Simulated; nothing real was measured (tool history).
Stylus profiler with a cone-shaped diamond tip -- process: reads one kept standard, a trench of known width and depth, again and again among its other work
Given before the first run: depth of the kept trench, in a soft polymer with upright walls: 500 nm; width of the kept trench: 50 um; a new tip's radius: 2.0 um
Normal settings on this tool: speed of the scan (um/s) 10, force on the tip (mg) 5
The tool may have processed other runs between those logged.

| run | day | speed of the scan (um/s) | force on the tip (mg) | depth of the trench (Å) | width of the trench's floor (um) |
|---|---|---|---|---|---|
| 1 | 0 | 10 | 5 | 5080.5 | 46.87 |
| 2 | 2.321 | 10 | 5 | 5080.1 | 46.85 |
| 3 | 4.517 | 10 | 5 | 5081 | 46.79 |
| 4 | 6.95 | 10 | 5 | 5081.2 | 46.72 |
| 5 | 9.362 | 10 | 5 | 5081.1 | 46.69 |
| 6 | 11.188 | 10 | 5 | 5082 | 46.69 |
| 7 | 13.117 | 10 | 5 | 5081.4 | 46.64 |
| 8 | 14.5 | 10 | 2.61 | 5056.4 | 46.68 |
| 9 | 16.312 | 10 | 2.61 | 5056.5 | 46.54 |
| 10 | 18.675 | 10 | 2.61 | 5056.2 | 46.5 |
| 11 | 20.542 | 10 | 2.61 | 5056.8 | 46.52 |
| 12 | 23.029 | 10 | 2.61 | 5057.8 | 46.43 |
| 13 | 25.725 | 22 | 5 | 5085.3 | 46.44 |
| 14 | 28.196 | 10 | 14.68 | 5162.4 | 46.4 |
| 15 | 30.925 | 10 | 14.68 | 5163.6 | 46.4 |
| 16 | 32.521 | 10 | 4.74 | 5083.5 | 46.27 |
| 17 | 34.417 | 10 | 4.74 | 5083.7 | 46.24 |
| 18 | 37.088 | 10 | 4.74 | 5083.6 | 46.3 |
| 19 | 39 | 10 | 4.74 | 5085.4 | 46.25 |
| 20 | 41.171 | 3 | 5 | 5088.3 | 46.23 |
| 21 | 43.325 | 10 | 13.44 | 5156.5 | 46.19 |
| 22 | 44.75 | 10 | 13.44 | 5158.9 | 46.21 |
| 23 | 47.004 | 5 | 13.83 | 5161.3 | 46.18 |
| 24 | 49.279 | 4 | 5 | 5090.3 | 46.09 |
| 25 | 50.767 | 10 | 8.82 | 5123.2 | 46.07 |
| 26 | 53.767 | 10 | 8.82 | 5123.9 | 46.08 |
| 27 | 55.242 | 10 | 8.82 | 5123.8 | 45.97 |
| 28 | 57.692 | 10 | 8.82 | 5123.7 | 45.99 |
| 29 | 60.667 | 5 | 5 | 5090.2 | 45.99 |
| 30 | 62.192 | 6 | 7.92 | 5118.9 | 45.89 |
| 31 | 64.121 | 4 | 5 | 5090.8 | 45.84 |
| 32 | 66.888 | 7 | 1.88 | 5037.8 | 45.83 |
| 33 | 68.788 | 2 | 5.31 | 5078 | 45.82 |
| 34 | 71.646 | 2 | 5.31 | 5075.3 | 45.79 |
| 35 | 73.833 | 2 | 5.31 | 5078.1 | 45.79 |
| 36 | 77.125 | 31 | 10.32 | 5121.8 | 45.69 |
| 37 | 78.471 | 5 | 10.95 | 5127.1 | 45.66 |

The log once held 1 entry between its listed runs, left out of this copy. Where does each go, and what is different about the tool's unlogged condition between the listed run before it and the listed run after it?
Logged between run 31 and run 32: height scale calibrated on a step standard (day 64.883)
  radius of the tip, um: 4.46 -> 4.54; height scale over the true one, %: 0.363 -> -0.006
  what was measured, less what the result would be without the hidden state, depth of the trench (Å): +18.5 -> -0.3; width of the trench's floor (um): -1.46 -> -1.49

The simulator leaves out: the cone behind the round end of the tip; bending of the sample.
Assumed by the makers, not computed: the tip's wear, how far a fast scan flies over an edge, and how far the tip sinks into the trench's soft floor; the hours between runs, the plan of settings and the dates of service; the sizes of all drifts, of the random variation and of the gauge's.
